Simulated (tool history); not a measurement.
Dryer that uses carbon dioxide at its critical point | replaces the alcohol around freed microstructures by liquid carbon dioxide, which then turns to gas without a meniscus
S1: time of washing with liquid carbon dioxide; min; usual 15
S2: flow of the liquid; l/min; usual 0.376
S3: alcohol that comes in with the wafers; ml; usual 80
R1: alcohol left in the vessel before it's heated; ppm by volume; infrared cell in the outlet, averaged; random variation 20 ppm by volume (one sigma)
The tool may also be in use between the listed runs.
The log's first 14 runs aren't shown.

run   hour  S1     S2   S3    R1
 15  154.8  14  0.376   80  1875
 16  167.1  14  0.376   80  1842
 17  175.0  14  0.376   80  1839
 18  184.0  15  0.376   80  1432
 19  197.1  15  0.376   80  1426
 20  209.0  15  0.376   80  1449
 21  222.2  24  0.376  108   189
 22  236.6  15  0.439   38   369
 23  243.6  19  0.227   31  1576
 24  252.4  14  0.297   29  1576
 25  261.8  15  0.376   29   563
 26  268.3  12  0.376   51  2119
 27  275.2  12  0.376   51  2147
 28  283.8  12  0.565   51   410
 29  293.4  12  0.565   51   404

Run 30 comes next. What will it give?
 30  308.6  12  0.337  69   ?

R1: 4029 ppm by volume
Without the tool's hidden state the same run would have given R1 3685 ppm by volume.

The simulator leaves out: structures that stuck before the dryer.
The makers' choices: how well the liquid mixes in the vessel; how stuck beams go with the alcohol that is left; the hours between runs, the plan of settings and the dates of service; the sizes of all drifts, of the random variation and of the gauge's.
